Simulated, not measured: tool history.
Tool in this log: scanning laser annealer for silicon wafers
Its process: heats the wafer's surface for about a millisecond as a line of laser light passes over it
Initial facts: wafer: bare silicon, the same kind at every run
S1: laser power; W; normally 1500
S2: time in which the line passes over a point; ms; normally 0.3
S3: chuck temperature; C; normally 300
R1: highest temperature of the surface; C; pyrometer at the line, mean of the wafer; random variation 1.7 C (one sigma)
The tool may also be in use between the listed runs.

run	hour	S1	S2	S3	R1
1	0	1500	0.3	300	1104
2	10.4	1500	0.3	300	1105
3	15.5	1500	0.3	300	1102
4	24.2	1500	0.3	300	1105
5	33.7	1500	0.3	300	1105
6	44.8	1500	0.3	300	1108
7	52.5	1500	0.3	300	1106
8	58	1500	0.3	300	1102
9	67.8	1500	0.3	300	1106
10	75.2	1500	0.3	300	1105
11	80.9	1500	0.3	300	1105
12	86.1	1500	0.3	290	1093
13	94.6	1500	0.3	290	1095
14	102.4	1500	0.236	300	999
15	109.9	1500	0.236	300	996
16	117.1	1500	0.236	300	997
17	124.6	1573	0.292	307	1145
18	132.3	1338	0.334	300	1041
19	138.7	1500	0.315	309	1135
20	150	1500	0.318	294	1124
21	157.1	1500	0.241	328	1034
# hour 165.6: optics aligned, line set to its width
22	168	1560	0.31	328	1196
23	176	1560	0.31	328	1194
24	181.2	1543	0.374	261	1215
25	186	1543	0.374	261	1213
26	191.3	1500	0.304	325	1141
27	196.6	1500	0.352	337	1226
28	204.9	1500	0.254	300	1032
29	210.4	1280	0.265	330	947
30	215.6	1428	0.225	330	972
31	221	1344	0.3	292	999

What if the next run were any one of these 3? Each begins from the tool's condition after run 31:
A	230	1325	0.22	285	?
B	230	1561	0.3	292	?
C	230	1344	0.338	313	?

run	R1
A	862
B	1141
C	1067
Had the tool no hidden state, the same runs would have come out as:
run	R1
A	874
B	1158
C	1082
